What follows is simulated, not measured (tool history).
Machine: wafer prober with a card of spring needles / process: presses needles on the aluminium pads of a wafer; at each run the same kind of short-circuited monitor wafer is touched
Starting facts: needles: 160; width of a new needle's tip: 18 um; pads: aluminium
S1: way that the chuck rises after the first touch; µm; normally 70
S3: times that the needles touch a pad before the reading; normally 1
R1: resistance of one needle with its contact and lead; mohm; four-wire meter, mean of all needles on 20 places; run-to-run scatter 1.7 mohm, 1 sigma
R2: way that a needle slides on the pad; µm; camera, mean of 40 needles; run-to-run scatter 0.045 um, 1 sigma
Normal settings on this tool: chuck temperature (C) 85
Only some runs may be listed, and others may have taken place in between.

Run 1, hour 0.0: usual settings. Result: R1 166 mohm, R2 18.90 µm.
At hour 13.3: tips cleaned on abrasive film.
At hour 35.8: tips cleaned on abrasive film.
At hour 53.8: tips cleaned on abrasive film.
At hour 71.9: tips cleaned on abrasive film.
At hour 94.4: tips cleaned on abrasive film.
Run 2, hour 97.0: usual settings. Result: R1 170 mohm, R2 18.87 µm.
At hour 115.0: tips cleaned on abrasive film.
At hour 137.5: tips cleaned on abrasive film.
Run 3, hour 143.0: usual settings. Result: R1 162 mohm, R2 18.96 µm.
At hour 156.5: tips cleaned on abrasive film.
At hour 174.6: tips cleaned on abrasive film.
At hour 192.6: tips cleaned on abrasive film.
At hour 215.0: tips cleaned on abrasive film.
At hour 233.1: tips cleaned on abrasive film.
Run 4, hour 236.4: usual settings but S3 3. Result: R1 164 mohm, R2 18.86 µm.
At hour 254.1: tips cleaned on abrasive film.
At hour 272.1: height of the first contact set anew.
At hour 276.7: tips cleaned on abrasive film.
At hour 299.2: tips cleaned on abrasive film.
At hour 321.2: tips cleaned on abrasive film.
Run 5, hour 321.2: usual settings. Result: R1 166 mohm, R2 18.96 µm.
At hour 343.3: tips cleaned on abrasive film.
At hour 365.7: tips cleaned on abrasive film.
At hour 383.8: tips cleaned on abrasive film.
At hour 405.8: tips cleaned on abrasive film.
Run 6, hour 410.0: usual settings. Result: R1 163 mohm, R2 18.94 µm.
At hour 427.8: tips cleaned on abrasive film.
At hour 450.3: tips cleaned on abrasive film.
Run 7, hour 467.0: usual settings but chuck temperature (C) 77. Result: R1 164 mohm, R2 18.91 µm.
At hour 471.5: tips cleaned on abrasive film.
At hour 489.6: tips cleaned on abrasive film.
At hour 511.7: tips cleaned on abrasive film.
At hour 534.3: tips cleaned on abrasive film.
Run 8, hour 537.7: usual settings but chuck temperature (C) 77. Result: R1 164 mohm, R2 18.94 µm.
At hour 555.7: tips cleaned on abrasive film.
At hour 578.3: tips cleaned on abrasive film.
At hour 596.3: tips cleaned on abrasive film.
Run 9, hour 600.5: usual settings but chuck temperature (C) 77. Result: R1 164 mohm, R2 18.96 µm.
At hour 618.5: tips cleaned on abrasive film.
At hour 641.1: tips cleaned on abrasive film.
At hour 641.4: height of the first contact set anew.
At hour 659.4: tips cleaned on abrasive film.
At hour 681.8: tips cleaned on abrasive film.
Run 10, hour 696.2: usual settings but chuck temperature (C) 77. Result: R1 165 mohm, R2 18.89 µm.
At hour 700.8: tips cleaned on abrasive film.
At hour 723.2: tips cleaned on abrasive film.
At hour 745.7: tips cleaned on abrasive film.
At hour 764.9: tips cleaned on abrasive film.
Run 11, hour 764.9: usual settings but S1 64 µm. Result: R1 167 mohm, R2 17.37 µm.
At hour 787.1: tips cleaned on abrasive film.
Run 12, hour 804.9: usual settings but S1 64 µm, S3 2. Result: R1 170 mohm, R2 17.30 µm.
At hour 809.5: tips cleaned on abrasive film.
At hour 827.6: tips cleaned on abrasive film.
At hour 850.1: tips cleaned on abrasive film.
At hour 868.4: tips cleaned on abrasive film.
Run 13, hour 868.4: usual settings but S1 64 µm, S3 2. Result: R1 167 mohm, R2 17.26 µm.
At hour 890.4: tips cleaned on abrasive film.
At hour 908.4: tips cleaned on abrasive film.
At hour 926.5: tips cleaned on abrasive film.
At hour 948.1: tips cleaned on abrasive film.
Run 14, hour 963.5: usual settings but chuck temperature (C) 33. Result: R1 153 mohm, R2 18.93 µm.
At hour 968.1: tips cleaned on abrasive film.
At hour 990.6: tips cleaned on abrasive film.
At hour 1012.9: tips cleaned on abrasive film.
At hour 1013.2: height of the first contact set anew.
Run 15, hour 1018.3: usual settings but S1 83 µm, chuck temperature (C) 58. Result: R1 159 mohm, R2 22.36 µm.
At hour 1031.8: tips cleaned on abrasive film.
At hour 1054.2: tips cleaned on abrasive film.
Run 16, hour 1059.6: usual settings but S1 85 µm, chuck temperature (C) 65, S3 2. Result: R1 158 mohm, R2 23.03 µm.
At hour 1072.7: tips cleaned on abrasive film.
At hour 1095.2: tips cleaned on abrasive film.
At hour 1113.2: tips cleaned on abrasive film.
Run 17, hour 1127.0: usual settings but S1 61 µm. Result: R1 167 mohm, R2 16.55 µm.
At hour 1131.6: tips cleaned on abrasive film.
At hour 1154.1: tips cleaned on abrasive film.
At hour 1176.6: tips cleaned on abrasive film.
At hour 1194.6: tips cleaned on abrasive film.
Run 18, hour 1201.9: usual settings but S1 82 µm, S3 2. Result: R1 161 mohm, R2 22.24 µm.
At hour 1215.4: tips cleaned on abrasive film.
At hour 1238.0: tips cleaned on abrasive film.
Run 19, hour 1241.8: usual settings. Result: R1 164 mohm, R2 18.97 µm.
At hour 1259.8: tips cleaned on abrasive film.
At hour 1281.9: tips cleaned on abrasive film.
Run 20, hour 1292.1: usual settings but chuck temperature (C) 64. Result: R1 163 mohm, R2 18.96 µm.
At hour 1301.2: tips cleaned on abrasive film.
At hour 1319.2: tips cleaned on abrasive film.
At hour 1341.7: tips cleaned on abrasive film.
At hour 1364.1: tips cleaned on abrasive film.
Run 21, hour 1373.9: usual settings but chuck temperature (C) 64. Result: R1 162 mohm, R2 19.01 µm.
At hour 1382.9: tips cleaned on abrasive film.
At hour 1383.2: height of the first contact set anew.
At hour 1401.3: tips cleaned on abrasive film.
At hour 1423.8: tips cleaned on abrasive film.
Run 22, hour 1440.6: usual settings but S1 66 µm, chuck temperature (C) 99. Result: R1 168 mohm, R2 17.80 µm.
At hour 1445.2: tips cleaned on abrasive film.
At hour 1467.4: tips cleaned on abrasive film.
At hour 1489.9: tips cleaned on abrasive film.
At hour 1508.0: tips cleaned on abrasive film.
At hour 1530.5: tips cleaned on abrasive film.
Run 23, hour 1531.3: usual settings but S1 79 µm, chuck temperature (C) 113. Result: R1 168 mohm, R2 21.28 µm.
At hour 1549.3: tips cleaned on abrasive film.
At hour 1567.4: tips cleaned on abrasive film.
At hour 1585.4: tips cleaned on abrasive film.
Run 24, hour 1597.1: usual settings but S1 63 µm, chuck temperature (C) 77. Result: R1 167 mohm, R2 17.02 µm.
At hour 1606.2: tips cleaned on abrasive film.
At hour 1628.7: tips cleaned on abrasive film.
At hour 1651.3: tips cleaned on abrasive film.
At hour 1669.3: tips cleaned on abrasive film.
At hour 1687.4: tips cleaned on abrasive film.
Run 25, hour 1694.5: usual settings but S1 57 µm, chuck temperature (C) 33, S3 2. Result: R1 156 mohm, R2 15.40 µm.
At hour 1708.1: tips cleaned on abrasive film.
At hour 1730.5: tips cleaned on abrasive film.
Run 26, hour 1740.4: usual settings but chuck temperature (C) 68, S3 2. Result: R1 161 mohm, R2 18.92 µm.
At hour 1749.5: tips cleaned on abrasive film.
At hour 1754.3: height of the first contact set anew.
At hour 1767.8: tips cleaned on abrasive film.
At hour 1785.9: tips cleaned on abrasive film.
Run 27, hour 1800.9: usual settings but chuck temperature (C) 68, S3 2. Result: R1 161 mohm, R2 18.98 µm.

Forecast each of these 3 alternatives for the next run:
At hour 1805.5: tips cleaned on abrasive film.
At hour 1827.8: tips cleaned on abrasive film.
At hour 1845.8: tips cleaned on abrasive film.
Run A, hour 1856.4: usual settings but S1 90 µm, chuck temperature (C) 100, S3 2. Result: R1 ?, R2 ?.
At hour 1805.5: tips cleaned on abrasive film.
At hour 1827.8: tips cleaned on abrasive film.
At hour 1845.8: tips cleaned on abrasive film.
Run B, hour 1856.4: usual settings but S1 59 µm, chuck temperature (C) 27, S3 2. Result: R1 ?, R2 ?.
At hour 1805.5: tips cleaned on abrasive film.
At hour 1827.8: tips cleaned on abrasive film.
At hour 1845.8: tips cleaned on abrasive film.
Run C, hour 1856.4: usual settings but S1 50 µm, chuck temperature (C) 51. Result: R1 ?, R2 ?.

run   R1     R2
  A  164  24.36
  B  158  15.91
  C  169  13.49
Stripped of hidden state, with their random variation kept, the same runs would have yielded:
run   R1     R2
  A  164  24.36
  B  158  15.91
  C  168  13.49
